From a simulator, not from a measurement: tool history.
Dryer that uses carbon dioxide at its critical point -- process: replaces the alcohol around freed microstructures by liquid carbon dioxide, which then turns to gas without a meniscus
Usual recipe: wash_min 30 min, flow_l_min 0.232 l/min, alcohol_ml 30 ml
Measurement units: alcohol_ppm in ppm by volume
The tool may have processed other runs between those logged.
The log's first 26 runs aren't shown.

run,day,wash_min,flow_l_min,alcohol_ml,alcohol_ppm
27,31.083,27,0.212,30,350
28,31.946,33,0.232,47,153
29,32.904,20,0.38,96,351
30,34.212,34,0.38,46,38
31,35.071,34,0.38,46,46
32,35.858,34,0.38,46,38
33,36.883,30,0.252,93,377
34,38.004,33,0.224,23,133
35,39.475,32,0.386,20,46
36,40.396,32,0.386,20,45
37,41.429,32,0.386,20,47
# day 42.817: inlet filter changed
38,43.079,20,0.321,63,308
39,44.367,20,0.317,62,349
40,45.433,20,0.317,76,445
41,46.838,22,0.232,30,483
42,48.283,30,0.298,30,71

Consider 3 possible next runs. They are alternatives, not a sequence: every one starts from the tool as it was left by run 42. What does each give?
A,49.346,30,0.298,99,?
B,49.346,46,0.297,107,?
C,49.346,25,0.298,30,?

run,alcohol_ppm
A,126
B,50
C,117
With the hidden condition removed and each run's random variation left untouched, the same runs would have given:
run,alcohol_ppm
A,58
B,8
C,55

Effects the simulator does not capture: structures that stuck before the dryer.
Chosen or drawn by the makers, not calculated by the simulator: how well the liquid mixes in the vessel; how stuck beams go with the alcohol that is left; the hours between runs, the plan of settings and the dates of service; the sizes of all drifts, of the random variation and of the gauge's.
